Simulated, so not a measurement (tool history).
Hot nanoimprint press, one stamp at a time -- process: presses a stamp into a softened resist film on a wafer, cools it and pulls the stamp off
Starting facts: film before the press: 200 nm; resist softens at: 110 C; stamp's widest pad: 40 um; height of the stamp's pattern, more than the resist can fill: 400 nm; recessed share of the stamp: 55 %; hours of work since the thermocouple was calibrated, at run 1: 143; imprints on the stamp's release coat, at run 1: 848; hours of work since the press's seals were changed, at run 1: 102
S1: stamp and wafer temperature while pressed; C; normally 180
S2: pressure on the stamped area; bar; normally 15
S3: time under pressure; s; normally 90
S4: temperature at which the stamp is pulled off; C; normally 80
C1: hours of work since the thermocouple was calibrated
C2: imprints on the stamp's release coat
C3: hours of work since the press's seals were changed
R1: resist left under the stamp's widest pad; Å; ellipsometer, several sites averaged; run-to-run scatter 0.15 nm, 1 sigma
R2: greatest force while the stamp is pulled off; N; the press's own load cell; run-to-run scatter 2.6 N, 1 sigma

| run | day | S1 | S2 | S3 | S4 | C1 | C2 | C3 | R1 | R2 |
|---|---|---|---|---|---|---|---|---|---|---|
| 1 | 0 | 180 | 15 | 90 | 80 | 143 | 848 | 102 | 1140 | 120 |
| 2 | 1.108 | 180 | 15 | 90 | 80 | 157 | 895 | 115 | 1143 | 112 |
| 3 | 2.004 | 180 | 15 | 90 | 80 | 168 | 932 | 126 | 1141 | 121 |
| 4 | 2.608 | 180 | 15 | 90 | 69 | 175 | 958 | 134 | 1140 | 146 |
| 5 | 3.392 | 180 | 15 | 90 | 80 | 185 | 991 | 143 | 1142 | 119 |
| 6 | 4.038 | 180 | 15 | 90 | 80 | 193 | 1018 | 151 | 1140 | 120 |
| 7 | 4.933 | 180 | 15 | 90 | 80 | 204 | 1056 | 162 | 1139 | 118 |
| 8 | 5.812 | 180 | 21.9 | 90 | 80 | 214 | 1093 | 173 | 988 | 123 |
| 9 | 6.588 | 181 | 21.9 | 90 | 80 | 224 | 1126 | 183 | 947 | 118 |
| 10 | 7.483 | 180 | 15 | 90 | 80 | 235 | 1164 | 194 | 1143 | 119 |
| 11 | 8.504 | 180 | 15 | 90 | 80 | 247 | 1207 | 206 | 1140 | 126 |
| 12 | 9.129 | 180 | 15 | 90 | 80 | 255 | 1234 | 214 | 1142 | 117 |
| 13 | 10.083 | 180 | 15 | 90 | 80 | 267 | 1274 | 226 | 1139 | 119 |
| 14 | 10.979 | 180 | 15 | 90 | 80 | 278 | 1312 | 237 | 1142 | 117 |
| 15 | 11.829 | 180 | 10.6 | 90 | 80 | 288 | 1348 | 247 | 1282 | 121 |
| 16 | 12.708 | 180 | 10.6 | 90 | 80 | 299 | 1385 | 258 | 1285 | 121 |
| 17 | 13.296 | 180 | 10.6 | 90 | 82 | 306 | 1409 | 265 | 1286 | 114 |
| 18 | 14.196 | 180 | 10.6 | 110 | 82 | 317 | 1447 | 276 | 1213 | 117 |
| 19 | 14.721 | 180 | 23.4 | 90 | 71 | 324 | 1470 | 282 | 957 | 140 |
| 20 | 15.45 | 170 | 23.4 | 90 | 69 | 333 | 1501 | 291 | 1389 | 151 |
| 21 | 16.621 | 183 | 10.5 | 62 | 73 | 347 | 1550 | 306 | 1308 | 135 |
| 22 | 17.583 | 180 | 15 | 90 | 78 | 359 | 1591 | 318 | 1140 | 121 |
| 23 | 18.383 | 180 | 15 | 46 | 80 | 369 | 1624 | 327 | 1387 | 115 |
| 24 | 18.95 | 180 | 15 | 46 | 80 | 376 | 1648 | 334 | 1389 | 118 |
| 25 | 19.683 | 180 | 15 | 94 | 81 | 385 | 1679 | 343 | 1124 | 114 |

Consider 5 possible next runs. They are alternatives, not a sequence: every one starts from the tool as it was left by run 25. What does each give?
|  | 20.333 | plate thermocouple calibrated |
| A | 20.575 | 180 | 15 | 48 | 81 | 3 | 1712 | 353 | ? | ? |
|  | 20.333 | plate thermocouple calibrated |
| B | 20.575 | 180 | 15 | 90 | 75 | 3 | 1712 | 353 | ? | ? |
|  | 20.333 | plate thermocouple calibrated |
| C | 20.575 | 180 | 17.2 | 136 | 80 | 3 | 1712 | 353 | ? | ? |
|  | 20.333 | plate thermocouple calibrated |
| D | 20.575 | 170 | 15 | 79 | 81 | 3 | 1712 | 353 | ? | ? |
|  | 20.333 | plate thermocouple calibrated |
| E | 20.575 | 170 | 15 | 158 | 76 | 3 | 1712 | 353 | ? | ? |

| run | R1 | R2 |
|---|---|---|
| A | 1374 | 113 |
| B | 1143 | 130 |
| C | 934 | 118 |
| D | 1591 | 113 |
| E | 1365 | 130 |
Without the tool's unlogged condition, the same runs would have read:
| run | R1 | R2 |
|---|---|---|
| A | 1374 | 112 |
| B | 1143 | 129 |
| C | 934 | 117 |
| D | 1591 | 112 |
| E | 1365 | 128 |
